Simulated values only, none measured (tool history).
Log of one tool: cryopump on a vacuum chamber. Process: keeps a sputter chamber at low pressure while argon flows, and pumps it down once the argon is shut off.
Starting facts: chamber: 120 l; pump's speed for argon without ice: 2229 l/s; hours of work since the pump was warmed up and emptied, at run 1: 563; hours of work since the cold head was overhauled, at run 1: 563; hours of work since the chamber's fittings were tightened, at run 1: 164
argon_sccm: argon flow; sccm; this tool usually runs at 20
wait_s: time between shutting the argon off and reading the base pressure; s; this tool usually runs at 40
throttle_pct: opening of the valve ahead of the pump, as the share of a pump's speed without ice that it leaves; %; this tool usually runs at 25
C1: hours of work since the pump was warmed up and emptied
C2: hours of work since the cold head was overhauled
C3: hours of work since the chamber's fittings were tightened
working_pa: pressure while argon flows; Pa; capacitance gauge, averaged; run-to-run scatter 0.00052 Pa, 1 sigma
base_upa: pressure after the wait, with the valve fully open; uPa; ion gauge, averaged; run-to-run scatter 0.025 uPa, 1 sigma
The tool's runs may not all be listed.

{"run": 1, "hour": 0.0, "argon_sccm": 20, "wait_s": 40, "throttle_pct": 25, "C1": 563, "C2": 563, "C3": 164, "working_pa": 0.0643, "base_upa": 1.03}
{"hour": 13.6, "done": "pump warmed up, emptied and cooled again"}
{"run": 2, "hour": 22.0, "argon_sccm": 20, "wait_s": 40, "throttle_pct": 25, "C1": 6, "C2": 575, "C3": 176, "working_pa": 0.0603, "base_upa": 1.02}
{"run": 3, "hour": 40.2, "argon_sccm": 20, "wait_s": 40, "throttle_pct": 38, "C1": 18, "C2": 587, "C3": 188, "working_pa": 0.0401, "base_upa": 1.04}
{"run": 4, "hour": 59.5, "argon_sccm": 20, "wait_s": 40, "throttle_pct": 25, "C1": 31, "C2": 600, "C3": 201, "working_pa": 0.0609, "base_upa": 1.01}
{"run": 5, "hour": 71.9, "argon_sccm": 20, "wait_s": 23, "throttle_pct": 25, "C1": 39, "C2": 608, "C3": 209, "working_pa": 0.0607, "base_upa": 1.58}
{"run": 6, "hour": 93.3, "argon_sccm": 20, "wait_s": 155, "throttle_pct": 25, "C1": 54, "C2": 623, "C3": 224, "working_pa": 0.0605, "base_upa": 0.38}
{"run": 7, "hour": 112.8, "argon_sccm": 18, "wait_s": 155, "throttle_pct": 25, "C1": 67, "C2": 636, "C3": 237, "working_pa": 0.0547, "base_upa": 0.41}
{"run": 8, "hour": 132.5, "argon_sccm": 20, "wait_s": 40, "throttle_pct": 52, "C1": 80, "C2": 649, "C3": 250, "working_pa": 0.0301, "base_upa": 1.05}
{"run": 9, "hour": 149.3, "argon_sccm": 20, "wait_s": 40, "throttle_pct": 52, "C1": 91, "C2": 660, "C3": 262, "working_pa": 0.03, "base_upa": 0.99}
{"run": 10, "hour": 158.3, "argon_sccm": 20, "wait_s": 40, "throttle_pct": 25, "C1": 97, "C2": 666, "C3": 268, "working_pa": 0.0606, "base_upa": 1.08}
{"run": 11, "hour": 168.4, "argon_sccm": 20, "wait_s": 40, "throttle_pct": 25, "C1": 104, "C2": 673, "C3": 274, "working_pa": 0.0614, "base_upa": 1.02}
{"run": 12, "hour": 178.9, "argon_sccm": 20, "wait_s": 28, "throttle_pct": 25, "C1": 111, "C2": 680, "C3": 282, "working_pa": 0.0612, "base_upa": 1.37}
{"run": 13, "hour": 198.4, "argon_sccm": 20, "wait_s": 28, "throttle_pct": 25, "C1": 124, "C2": 693, "C3": 295, "working_pa": 0.0608, "base_upa": 1.42}
{"run": 14, "hour": 211.7, "argon_sccm": 20, "wait_s": 28, "throttle_pct": 25, "C1": 133, "C2": 702, "C3": 304, "working_pa": 0.0603, "base_upa": 1.42}
{"run": 15, "hour": 221.0, "argon_sccm": 37, "wait_s": 22, "throttle_pct": 35, "C1": 140, "C2": 709, "C3": 310, "working_pa": 0.0817, "base_upa": 1.72}
{"run": 16, "hour": 236.1, "argon_sccm": 37, "wait_s": 22, "throttle_pct": 35, "C1": 150, "C2": 719, "C3": 320, "working_pa": 0.082, "base_upa": 1.71}
{"run": 17, "hour": 258.0, "argon_sccm": 37, "wait_s": 22, "throttle_pct": 35, "C1": 165, "C2": 734, "C3": 335, "working_pa": 0.0818, "base_upa": 1.72}
{"run": 18, "hour": 273.0, "argon_sccm": 10, "wait_s": 40, "throttle_pct": 60, "C1": 175, "C2": 744, "C3": 345, "working_pa": 0.0135, "base_upa": 1.04}
{"run": 19, "hour": 286.7, "argon_sccm": 9, "wait_s": 21, "throttle_pct": 27, "C1": 184, "C2": 753, "C3": 354, "working_pa": 0.0258, "base_upa": 1.75}
{"run": 20, "hour": 306.6, "argon_sccm": 10, "wait_s": 40, "throttle_pct": 25, "C1": 197, "C2": 766, "C3": 368, "working_pa": 0.0312, "base_upa": 1.08}
{"run": 21, "hour": 321.5, "argon_sccm": 11, "wait_s": 59, "throttle_pct": 46, "C1": 207, "C2": 776, "C3": 378, "working_pa": 0.0181, "base_upa": 0.82}
{"run": 22, "hour": 334.6, "argon_sccm": 36, "wait_s": 59, "throttle_pct": 29, "C1": 216, "C2": 785, "C3": 386, "working_pa": 0.0965, "base_upa": 0.77}
{"run": 23, "hour": 349.3, "argon_sccm": 29, "wait_s": 34, "throttle_pct": 57, "C1": 226, "C2": 795, "C3": 396, "working_pa": 0.0402, "base_upa": 1.24}
{"run": 24, "hour": 371.3, "argon_sccm": 29, "wait_s": 34, "throttle_pct": 57, "C1": 241, "C2": 810, "C3": 411, "working_pa": 0.0407, "base_upa": 1.24}

Forecast run 25:
{"run": 25, "hour": 383.8, "argon_sccm": 11, "wait_s": 40, "throttle_pct": 25, "C1": 249, "C2": 818, "C3": 420, "working_pa": "?", "base_upa": "?"}

{"run 25": {"working_pa": 0.0339, "base_upa": 1.1}}
With no hidden state in the tool, this same run would have given working_pa 0.0331 Pa, base_upa 0.97 uPa.

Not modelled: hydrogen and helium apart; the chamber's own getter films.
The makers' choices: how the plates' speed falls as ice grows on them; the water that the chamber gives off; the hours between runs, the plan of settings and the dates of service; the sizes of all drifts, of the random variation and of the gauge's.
